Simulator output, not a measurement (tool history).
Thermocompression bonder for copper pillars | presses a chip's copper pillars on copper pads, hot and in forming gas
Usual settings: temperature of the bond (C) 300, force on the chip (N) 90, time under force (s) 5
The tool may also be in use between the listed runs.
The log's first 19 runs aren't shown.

run	hour	temperature of the bond (C)	force on the chip (N)	time under force (s)	force that shears a chip off (N)
20	122.1	280	90	5	73.9
21	130.8	321	129	7	127.4
22	134.9	298	90	5	87.1
23	141.7	298	89	5	87.2
24	150.7	326	97	5	109.3
25	158.2	300	91	7	97
26	162.3	300	91	7	96.9
27	171.3	310	91	7	105.3
28	175.6	292	90	15	109.2

Run 29 comes next. What will it give?
29	185.7	292	90	15	?

force that shears a chip off (N): 107.8
Without the tool's hidden state the same run would have given force that shears a chip off (N) 115.5.
